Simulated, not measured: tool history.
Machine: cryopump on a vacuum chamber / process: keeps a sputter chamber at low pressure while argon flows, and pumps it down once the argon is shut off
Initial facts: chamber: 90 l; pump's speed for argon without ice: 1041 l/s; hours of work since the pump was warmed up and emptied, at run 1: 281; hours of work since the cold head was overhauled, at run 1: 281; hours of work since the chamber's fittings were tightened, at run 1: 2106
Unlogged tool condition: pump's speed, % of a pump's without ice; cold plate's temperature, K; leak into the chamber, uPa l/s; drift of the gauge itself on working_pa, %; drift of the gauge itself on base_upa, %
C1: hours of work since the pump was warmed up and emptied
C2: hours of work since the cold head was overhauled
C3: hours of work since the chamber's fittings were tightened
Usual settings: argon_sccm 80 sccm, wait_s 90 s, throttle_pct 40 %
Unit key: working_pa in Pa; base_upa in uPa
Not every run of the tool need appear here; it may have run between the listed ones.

{"run": 1, "hour": 0.0, "argon_sccm": 80, "wait_s": 90, "throttle_pct": 40, "C1": 281, "C2": 281, "C3": 2106, "working_pa": 0.3448, "base_upa": 2.41}
{"run": 2, "hour": 25.3, "argon_sccm": 80, "wait_s": 160, "throttle_pct": 40, "C1": 292, "C2": 292, "C3": 2117, "working_pa": 0.3433, "base_upa": 1.83}
{"run": 3, "hour": 39.3, "argon_sccm": 80, "wait_s": 160, "throttle_pct": 40, "C1": 298, "C2": 298, "C3": 2123, "working_pa": 0.3419, "base_upa": 1.85}
{"run": 4, "hour": 50.5, "argon_sccm": 80, "wait_s": 90, "throttle_pct": 40, "C1": 303, "C2": 303, "C3": 2128, "working_pa": 0.3435, "base_upa": 2.54}
{"run": 5, "hour": 70.9, "argon_sccm": 80, "wait_s": 90, "throttle_pct": 40, "C1": 312, "C2": 312, "C3": 2137, "working_pa": 0.344, "base_upa": 2.43}
{"run": 6, "hour": 81.7, "argon_sccm": 80, "wait_s": 90, "throttle_pct": 40, "C1": 316, "C2": 316, "C3": 2142, "working_pa": 0.344, "base_upa": 2.5}
{"run": 7, "hour": 103.0, "argon_sccm": 80, "wait_s": 90, "throttle_pct": 40, "C1": 326, "C2": 326, "C3": 2151, "working_pa": 0.3447, "base_upa": 2.47}
{"run": 8, "hour": 117.6, "argon_sccm": 80, "wait_s": 90, "throttle_pct": 40, "C1": 332, "C2": 332, "C3": 2157, "working_pa": 0.3473, "base_upa": 2.44}
{"run": 9, "hour": 131.2, "argon_sccm": 80, "wait_s": 90, "throttle_pct": 40, "C1": 338, "C2": 338, "C3": 2163, "working_pa": 0.3428, "base_upa": 2.53}
{"run": 10, "hour": 145.1, "argon_sccm": 80, "wait_s": 41, "throttle_pct": 40, "C1": 344, "C2": 344, "C3": 2169, "working_pa": 0.347, "base_upa": 4.26}
{"run": 11, "hour": 159.6, "argon_sccm": 80, "wait_s": 41, "throttle_pct": 40, "C1": 350, "C2": 350, "C3": 2175, "working_pa": 0.3476, "base_upa": 4.24}
{"run": 12, "hour": 173.3, "argon_sccm": 80, "wait_s": 90, "throttle_pct": 40, "C1": 356, "C2": 356, "C3": 2181, "working_pa": 0.3474, "base_upa": 2.57}
{"run": 13, "hour": 187.6, "argon_sccm": 80, "wait_s": 90, "throttle_pct": 40, "C1": 362, "C2": 362, "C3": 2188, "working_pa": 0.3478, "base_upa": 2.55}
{"run": 14, "hour": 209.6, "argon_sccm": 80, "wait_s": 266, "throttle_pct": 40, "C1": 372, "C2": 372, "C3": 2197, "working_pa": 0.3504, "base_upa": 1.5}
{"run": 15, "hour": 230.2, "argon_sccm": 80, "wait_s": 90, "throttle_pct": 40, "C1": 381, "C2": 381, "C3": 2206, "working_pa": 0.3513, "base_upa": 2.48}
{"run": 16, "hour": 253.3, "argon_sccm": 80, "wait_s": 90, "throttle_pct": 40, "C1": 391, "C2": 391, "C3": 2216, "working_pa": 0.3514, "base_upa": 2.45}
{"run": 17, "hour": 270.9, "argon_sccm": 80, "wait_s": 90, "throttle_pct": 38, "C1": 399, "C2": 399, "C3": 2224, "working_pa": 0.3689, "base_upa": 2.57}
{"run": 18, "hour": 295.6, "argon_sccm": 80, "wait_s": 90, "throttle_pct": 55, "C1": 410, "C2": 410, "C3": 2235, "working_pa": 0.2657, "base_upa": 2.7}
{"run": 19, "hour": 319.7, "argon_sccm": 35, "wait_s": 42, "throttle_pct": 40, "C1": 420, "C2": 420, "C3": 2245, "working_pa": 0.1538, "base_upa": 4.29}
{"run": 20, "hour": 331.4, "argon_sccm": 58, "wait_s": 76, "throttle_pct": 24, "C1": 425, "C2": 425, "C3": 2250, "working_pa": 0.4141, "base_upa": 2.83}
{"run": 21, "hour": 352.5, "argon_sccm": 56, "wait_s": 204, "throttle_pct": 17, "C1": 434, "C2": 434, "C3": 2259, "working_pa": 0.5556, "base_upa": 1.74}

Run 22 has not been measured yet. What should we expect?
{"run": 22, "hour": 366.6, "argon_sccm": 56, "wait_s": 204, "throttle_pct": 17, "C1": 440, "C2": 440, "C3": 2266, "working_pa": "?", "base_upa": "?"}

{"run 22": {"working_pa": 0.559, "base_upa": 1.72}}
The same run, on a tool lacking any hidden state, would have yielded working_pa 0.5381 Pa, base_upa 0.90 uPa.
